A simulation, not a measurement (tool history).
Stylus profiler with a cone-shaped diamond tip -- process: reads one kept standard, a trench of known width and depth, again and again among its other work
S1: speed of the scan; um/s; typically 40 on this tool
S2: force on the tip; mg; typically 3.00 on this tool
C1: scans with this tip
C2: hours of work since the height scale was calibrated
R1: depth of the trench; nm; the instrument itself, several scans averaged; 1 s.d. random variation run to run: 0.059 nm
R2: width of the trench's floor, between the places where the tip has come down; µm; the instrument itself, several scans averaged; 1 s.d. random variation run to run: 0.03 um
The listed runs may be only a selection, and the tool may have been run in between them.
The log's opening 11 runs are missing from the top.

Run 12, hour 194.3: usual settings but S1 39 um/s, S2 1.23 mg; C1 2602; C2 358. Result: R1 200.75 nm, R2 47.07 µm.
Run 13, hour 211.9: usual settings but S1 39 um/s, S2 1.10 mg; C1 2699; C2 372. Result: R1 200.68 nm, R2 47.13 µm.
Run 14, hour 230.7: usual settings but S1 39 um/s, S2 1.10 mg; C1 2803; C2 386. Result: R1 200.68 nm, R2 47.06 µm.
Run 15, hour 241.6: usual settings but S1 60 um/s; C1 2863; C2 394. Result: R1 201.24 nm, R2 47.14 µm.
Run 16, hour 252.9: usual settings but S1 60 um/s, S2 2.21 mg; C1 2925; C2 403. Result: R1 201.05 nm, R2 47.06 µm.
Run 17, hour 277.2: usual settings but S1 60 um/s, S2 2.21 mg; C1 3059; C2 421. Result: R1 200.99 nm, R2 47.04 µm.
Run 18, hour 298.9: usual settings but S1 60 um/s, S2 2.21 mg; C1 3178; C2 437. Result: R1 201.09 nm, R2 47.10 µm.
Run 19, hour 319.7: usual settings but S2 1.83 mg; C1 3293; C2 453. Result: R1 200.98 nm, R2 47.15 µm.
Run 20, hour 342.9: usual settings but S1 42 um/s, S2 1.83 mg; C1 3421; C2 471. Result: R1 201.04 nm, R2 47.08 µm.
Run 21, hour 357.0: usual settings but S1 42 um/s, S2 1.83 mg; C1 3499; C2 482. Result: R1 200.89 nm, R2 47.13 µm.
Run 22, hour 373.1: usual settings but S1 42 um/s, S2 4.17 mg; C1 3587; C2 494. Result: R1 201.47 nm, R2 47.13 µm.
Run 23, hour 383.4: usual settings; C1 3644; C2 502. Result: R1 201.15 nm, R2 47.17 µm.
Run 24, hour 408.7: usual settings; C1 3783; C2 521. Result: R1 201.26 nm, R2 47.17 µm.
Run 25, hour 420.6: usual settings; C1 3849; C2 530. Result: R1 201.31 nm, R2 47.15 µm.
Run 26, hour 443.7: usual settings but S2 1.91 mg; C1 3976; C2 547. Result: R1 200.87 nm, R2 47.14 µm.
Run 27, hour 456.5: usual settings but S2 8.73 mg; C1 4047; C2 557. Result: R1 202.57 nm, R2 47.11 µm.
Run 28, hour 467.4: usual settings but S1 123 um/s, S2 4.10 mg; C1 4107; C2 565. Result: R1 201.57 nm, R2 47.06 µm.

Expected results for the next run?
Run 29, hour 487.0: usual settings but S1 31 um/s, S2 8.25 mg; C1 4215; C2 580. Result: R1 ?, R2 ?.

{"run 29": {"R1": 202.48, "R2": 47.21}}
If the tool had no hidden condition, the same run with the same run-to-run variation would have returned R1 202.47 nm, R2 47.22 µm.

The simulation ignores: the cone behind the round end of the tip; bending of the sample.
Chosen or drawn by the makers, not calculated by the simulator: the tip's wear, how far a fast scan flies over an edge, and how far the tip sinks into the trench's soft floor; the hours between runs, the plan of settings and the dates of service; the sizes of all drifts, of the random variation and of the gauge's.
